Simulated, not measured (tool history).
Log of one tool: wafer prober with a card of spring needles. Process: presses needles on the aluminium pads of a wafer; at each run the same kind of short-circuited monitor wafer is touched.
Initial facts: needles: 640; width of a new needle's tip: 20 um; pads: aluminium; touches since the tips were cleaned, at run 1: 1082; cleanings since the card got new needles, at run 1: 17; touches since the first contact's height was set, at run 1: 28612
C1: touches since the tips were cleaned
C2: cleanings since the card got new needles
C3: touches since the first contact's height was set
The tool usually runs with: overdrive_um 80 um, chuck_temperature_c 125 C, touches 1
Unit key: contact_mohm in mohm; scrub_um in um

{"run": 1, "hour": 0.0, "overdrive_um": 80, "chuck_temperature_c": 125, "touches": 1, "C1": 1082, "C2": 17, "C3": 28612, "contact_mohm": 247, "scrub_um": 15}
{"hour": 10.0, "done": "tips cleaned on abrasive film"}
{"run": 2, "hour": 13.4, "overdrive_um": 78, "chuck_temperature_c": 125, "touches": 1, "C1": 2150, "C2": 18, "C3": 37085, "contact_mohm": 262, "scrub_um": 14.51}
{"hour": 21.1, "done": "tips cleaned on abrasive film"}
{"run": 3, "hour": 23.9, "overdrive_um": 78, "chuck_temperature_c": 125, "touches": 1, "C1": 1819, "C2": 19, "C3": 43720, "contact_mohm": 254, "scrub_um": 14.48}
{"hour": 32.5, "done": "tips cleaned on abrasive film"}
{"run": 4, "hour": 34.7, "overdrive_um": 78, "chuck_temperature_c": 125, "touches": 1, "C1": 1376, "C2": 20, "C3": 50502, "contact_mohm": 249, "scrub_um": 14.56}
{"run": 5, "hour": 43.1, "overdrive_um": 78, "chuck_temperature_c": 125, "touches": 1, "C1": 6720, "C2": 20, "C3": 55846, "contact_mohm": 285, "scrub_um": 14.47}
{"hour": 44.2, "done": "tips cleaned on abrasive film"}
{"run": 6, "hour": 52.1, "overdrive_um": 78, "chuck_temperature_c": 125, "touches": 1, "C1": 5029, "C2": 21, "C3": 61500, "contact_mohm": 278, "scrub_um": 14.51}
{"hour": 55.2, "done": "tips cleaned on abrasive film"}
{"run": 7, "hour": 60.0, "overdrive_um": 69, "chuck_temperature_c": 30, "touches": 1, "C1": 3080, "C2": 22, "C3": 66488, "contact_mohm": 262, "scrub_um": 12.82}
{"hour": 66.7, "done": "tips cleaned on abrasive film"}
{"run": 8, "hour": 70.0, "overdrive_um": 68, "chuck_temperature_c": 39, "touches": 2, "C1": 2124, "C2": 23, "C3": 72787, "contact_mohm": 236, "scrub_um": 12.52}
{"hour": 77.8, "done": "tips cleaned on abrasive film"}
{"run": 9, "hour": 78.8, "overdrive_um": 69, "chuck_temperature_c": 125, "touches": 1, "C1": 632, "C2": 24, "C3": 78318, "contact_mohm": 243, "scrub_um": 12.78}
{"hour": 88.8, "done": "tips cleaned on abrasive film"}
{"run": 10, "hour": 92.5, "overdrive_um": 69, "chuck_temperature_c": 55, "touches": 1, "C1": 2328, "C2": 25, "C3": 86930, "contact_mohm": 260, "scrub_um": 12.72}

The next listed run, before its measurement:
{"hour": 99.8, "done": "tips cleaned on abrasive film"}
{"run": 11, "hour": 103.6, "overdrive_um": 69, "chuck_temperature_c": 91, "touches": 2, "C1": 2383, "C2": 26, "C3": 93933, "contact_mohm": "?", "scrub_um": "?"}

contact_mohm: 247 mohm
scrub_um: 12.78 um
With no hidden state in the tool, this same run would have given contact_mohm 220 mohm, scrub_um 13.03 um.

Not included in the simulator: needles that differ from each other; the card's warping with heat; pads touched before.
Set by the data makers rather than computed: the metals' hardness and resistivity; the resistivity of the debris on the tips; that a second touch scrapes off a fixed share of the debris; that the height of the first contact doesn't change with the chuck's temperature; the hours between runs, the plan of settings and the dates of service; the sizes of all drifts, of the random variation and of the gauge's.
